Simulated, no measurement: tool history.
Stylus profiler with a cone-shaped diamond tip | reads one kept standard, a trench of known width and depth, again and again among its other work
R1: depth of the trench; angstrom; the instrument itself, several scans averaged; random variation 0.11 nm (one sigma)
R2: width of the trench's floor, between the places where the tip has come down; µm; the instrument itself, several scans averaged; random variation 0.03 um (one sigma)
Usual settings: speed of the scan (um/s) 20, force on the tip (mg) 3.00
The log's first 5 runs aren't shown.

Run 6, hour 125.6: usual settings but speed of the scan (um/s) 6. Result: R1 2020.9 angstrom, R2 97.95 µm.
Run 7, hour 160.5: usual settings but speed of the scan (um/s) 6. Result: R1 2020.6 angstrom, R2 97.89 µm.
Run 8, hour 193.3: usual settings but speed of the scan (um/s) 6. Result: R1 2020.5 angstrom, R2 97.91 µm.
Run 9, hour 220.0: usual settings but speed of the scan (um/s) 7. Result: R1 2020.2 angstrom, R2 97.95 µm.
Run 10, hour 241.9: usual settings but force on the tip (mg) 6.08. Result: R1 2031.9 angstrom, R2 97.82 µm.
Run 11, hour 268.9: usual settings but speed of the scan (um/s) 9. Result: R1 2020.6 angstrom, R2 97.86 µm.
At hour 272.1: height scale calibrated on a step standard.
Run 12, hour 301.0: usual settings. Result: R1 2017.6 angstrom, R2 97.82 µm.
Run 13, hour 331.2: usual settings. Result: R1 2020.8 angstrom, R2 97.82 µm.
Run 14, hour 364.3: usual settings. Result: R1 2019.4 angstrom, R2 97.75 µm.
Run 15, hour 395.2: usual settings. Result: R1 2018.6 angstrom, R2 97.80 µm.
Run 16, hour 420.7: usual settings. Result: R1 2019.1 angstrom, R2 97.77 µm.
At hour 424.2: height scale calibrated on a step standard, once more.
Run 17, hour 454.7: usual settings. Result: R1 2020.3 angstrom, R2 97.76 µm.
Run 18, hour 475.6: usual settings but speed of the scan (um/s) 15. Result: R1 2021.1 angstrom, R2 97.82 µm.
Run 19, hour 511.0: usual settings but speed of the scan (um/s) 42, force on the tip (mg) 8.06. Result: R1 2038.6 angstrom, R2 97.73 µm.
Run 20, hour 545.5: usual settings but speed of the scan (um/s) 19, force on the tip (mg) 5.30. Result: R1 2030.9 angstrom, R2 97.71 µm.
Run 21, hour 565.3: usual settings but speed of the scan (um/s) 19, force on the tip (mg) 5.30. Result: R1 2030.9 angstrom, R2 97.76 µm.

Run 22 comes next. What will it give?
Run 22, hour 595.7: usual settings but speed of the scan (um/s) 26, force on the tip (mg) 4.57. Result: R1 ?, R2 ?.

R1: 2026.7 angstrom
R2: 97.70 µm
Without the tool's hidden state the same run would have given R1 2027.5 angstrom, R2 97.93 µm.
